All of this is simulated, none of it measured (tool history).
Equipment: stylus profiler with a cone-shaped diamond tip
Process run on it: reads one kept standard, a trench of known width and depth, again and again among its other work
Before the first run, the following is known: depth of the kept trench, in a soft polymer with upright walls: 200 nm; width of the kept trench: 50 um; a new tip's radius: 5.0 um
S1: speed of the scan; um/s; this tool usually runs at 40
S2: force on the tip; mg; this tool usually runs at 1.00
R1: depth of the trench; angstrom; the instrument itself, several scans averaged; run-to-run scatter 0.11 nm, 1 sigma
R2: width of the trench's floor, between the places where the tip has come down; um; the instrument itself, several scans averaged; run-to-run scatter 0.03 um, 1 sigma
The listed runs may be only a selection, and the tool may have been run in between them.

run,day,S1,S2,R1,R2
1,0.000,40,1.00,2006.6,46.84
2,0.567,40,1.00,2006.7,46.80
3,1.292,40,1.00,2006.8,46.85
4,2.417,40,1.00,2007.0,46.82
5,3.354,40,1.00,2005.7,46.85
6,4.121,40,1.00,2006.6,46.86
7,5.142,40,1.00,2005.0,46.85
8,6.083,40,1.79,2009.6,46.93
9,6.733,40,1.79,2009.7,46.87
10,7.779,40,1.79,2010.6,46.94
11,8.317,14,1.00,2004.8,47.05
12,9.446,14,1.27,2008.6,47.10
13,10.058,23,1.00,2006.0,47.00
14,11.125,23,1.00,2008.3,47.01
15,11.629,26,1.00,2005.5,47.00
16,12.521,40,0.70,2005.3,46.78
17,13.362,40,1.00,2005.5,46.83
18,14.367,37,1.05,2006.4,46.85
19,14.971,18,0.68,2004.3,46.95
20,15.858,18,0.68,2006.6,46.99
21,16.375,66,2.78,2011.7,46.85
22,17.067,16,1.00,2006.6,47.06
23,17.596,43,1.00,2005.5,46.89
24,18.521,46,0.36,2003.7,46.50
25,19.412,46,0.36,2003.7,46.56
26,20.158,23,0.49,2003.5,46.91
27,21.075,23,0.49,2003.4,46.90
28,22.204,13,0.43,2003.5,47.08
29,23.158,40,0.42,2002.8,46.64
30,23.775,43,1.00,2008.2,46.83
31,24.767,43,2.97,2012.5,47.02
32,25.883,42,1.52,2009.4,46.89
33,26.529,12,0.87,2006.1,47.10
34,27.408,13,2.69,2010.8,47.14

Below are 4 alternative next runs, each starting from the tool's condition after run 34. Predict each:
A,28.283,157,0.36,?,?
B,28.283,14,2.66,?,?
C,28.283,91,1.69,?,?
D,28.283,151,0.42,?,?

run,R1,R2
A,2002.9,44.90
B,2010.8,47.14
C,2009.8,46.54
D,2005.4,45.17
Without the tool's unlogged condition, the same runs would have read:
run,R1,R2
A,2002.8,44.91
B,2010.7,47.15
C,2009.6,46.56
D,2005.2,45.19
